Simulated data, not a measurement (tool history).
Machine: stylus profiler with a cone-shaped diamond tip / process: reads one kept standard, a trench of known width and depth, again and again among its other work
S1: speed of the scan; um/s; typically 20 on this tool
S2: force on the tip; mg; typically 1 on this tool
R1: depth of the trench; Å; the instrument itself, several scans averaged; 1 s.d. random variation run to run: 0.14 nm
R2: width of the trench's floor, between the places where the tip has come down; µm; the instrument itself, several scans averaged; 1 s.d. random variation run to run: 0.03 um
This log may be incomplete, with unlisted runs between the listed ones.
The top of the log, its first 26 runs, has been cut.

run,hour,S1,S2,R1,R2
27,297.5,20,2.7,10156.5,95.94
28,308.6,7,1,10079.3,95.93
29,318.7,20,1.14,10087.9,95.85
30,333.9,72,0.85,10070.2,95.39
31,344,33,1.53,10106.9,95.75
32,356.8,36,0.93,10078.2,95.65
33,368.5,29,2,10126.9,95.83
34,380.8,35,0.77,10068.2,95.72
35,389.6,35,0.77,10066.7,95.67
36,402.4,35,0.77,10065.9,95.68
37,409.9,35,0.77,10066.6,95.69
38,418.7,5,2.87,10161.1,95.97
39,425.8,5,2.87,10160.1,96
40,434,55,1,10077.9,95.56
41,443.7,10,2.04,10127.1,95.93
42,456.8,10,2.04,10128.7,95.94
43,464.8,38,2.7,10156.1,95.78
44,475.8,38,2.7,10156.3,95.74
45,492.4,20,0.41,10045.3,95.73

Here are 5 independent what-if runs from the current tool condition. What would each one return?
A,506.4,20,0.95,?,?
B,506.4,12,1,?,?
C,506.4,6,1.31,?,?
D,506.4,5,1.64,?,?
E,506.4,66,1,?,?

run,R1,R2
A,10075,95.81
B,10077.9,95.89
C,10096.4,95.91
D,10109.9,95.97
E,10078.8,95.44
With the hidden condition removed and each run's random variation left untouched, the same runs would have given:
run,R1,R2
A,10075.1,95.84
B,10078,95.91
C,10096.5,95.93
D,10110.1,95.99
E,10078.9,95.46
